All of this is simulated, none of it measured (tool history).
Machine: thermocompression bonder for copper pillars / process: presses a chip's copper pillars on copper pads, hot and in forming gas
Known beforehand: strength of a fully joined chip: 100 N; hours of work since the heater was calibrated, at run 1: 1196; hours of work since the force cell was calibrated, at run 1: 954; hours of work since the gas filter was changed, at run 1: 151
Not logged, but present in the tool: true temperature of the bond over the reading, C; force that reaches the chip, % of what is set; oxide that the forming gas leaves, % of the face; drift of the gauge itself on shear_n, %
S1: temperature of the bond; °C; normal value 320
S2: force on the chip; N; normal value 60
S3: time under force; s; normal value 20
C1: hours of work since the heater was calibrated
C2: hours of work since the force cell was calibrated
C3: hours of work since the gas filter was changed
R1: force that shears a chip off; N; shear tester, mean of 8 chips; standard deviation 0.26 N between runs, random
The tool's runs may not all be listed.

run     day   S1  S2  S3    C1    C2   C3    R1
  1       0  320  60  20  1196   954  151  34.5
      0.896  -- forming gas filter changed
  2   2.279  320  60  20  1222   980   16  35.2
  3   4.896  320  60  20  1252  1010   46  35.1
      7.383  -- heater calibrated with a thermocouple chip
  4   7.408  320  60  20     0  1038   74  36.9
  5   9.871  320  60  20    28  1066  102  37.1
  6    11.7  320  60  20    49  1087  123  36.6
  7  12.992  320  60  31    64  1102  137  43.4
  8  14.246  320  60  31    78  1116  152  43.4
     15.058  -- forming gas filter changed
  9  16.512  320  60  31   104  1142   17  44.2
 10  17.892  320  60  31   120  1158   32  44.6
 11  20.258  320  60  31   147  1185   59  44.2
 12   22.15  320  60  20   169  1206   81  37.2
 13  23.433  320  71  20   183  1221   96  42.9
 14  25.808  349  60  20   210  1248  123  49.8
 15  27.275  320  60  32   227  1265  140  43.8
     29.192  -- forming gas filter changed
 16  29.192  320  60  20   249  1287    0    38
 17  30.475  320  60  12   264  1301   15  30.6
 18  32.108  320  60  12   282  1320   33  30.7
 19  34.012  320  47  12   304  1342   55  23.9
 20  36.275  320  60  20   330  1368   81  37.2
 21  38.433  320  41  20   355  1392  106  25.6
 22  40.258  335  60  20   375  1413  127  43.8
 23  42.029  335  60  19   396  1433  147  42.2
     43.279  -- forming gas filter changed
 24  43.279  335  78  28   410  1447    0  61.2
 25  45.188  345  60  42   432  1469   22  61.7
 26    47.3  345  60  42   456  1493   46  62.1
     47.488  -- force cell calibrated
 27  49.629  338  43  42   482    25   72  42.2
 28  51.183  338  43  42   499    42   90  42.1
 29  52.283  338  43  42   512    55  102  42.5
 30  53.512  338  43  42   526    69  116  42.3
 31  55.417  338  43  42   548    91  138  41.8
 32  56.888  338  43  42   565   107  155  41.5
       57.4  -- forming gas filter changed
 33    58.5  338  43  42   583   126   13  42.9
 34  60.675  338  43  42   608   151   37  42.5
 35  61.883  322  77  20   622   164   51  44.7
 36  63.058  309  43  28   635   178   65  25.7
 37  64.596  318  46  12   653   195   82  20.6
 38  66.462  320  60  14   674   217  104  30.3
 39  67.721  320  56  20   688   231  118  32.6

4 ways to go on from here, each from the tool as it stands after run 39. What would each give?
  A  69.879  320  58  20  713  256  143   ?
  B  69.879  346  60  20  713  256  143   ?
  C  69.879  298  51  20  713  256  143   ?
  D  69.879  333  61  32  713  256  143   ?

run    R1
  A  33.6
  B  46.2
  C  21.7
  D  47.9
With no hidden state in the tool, these same runs would have given:
run    R1
  A  35.2
  B  48.1
  C  22.9
  D    50

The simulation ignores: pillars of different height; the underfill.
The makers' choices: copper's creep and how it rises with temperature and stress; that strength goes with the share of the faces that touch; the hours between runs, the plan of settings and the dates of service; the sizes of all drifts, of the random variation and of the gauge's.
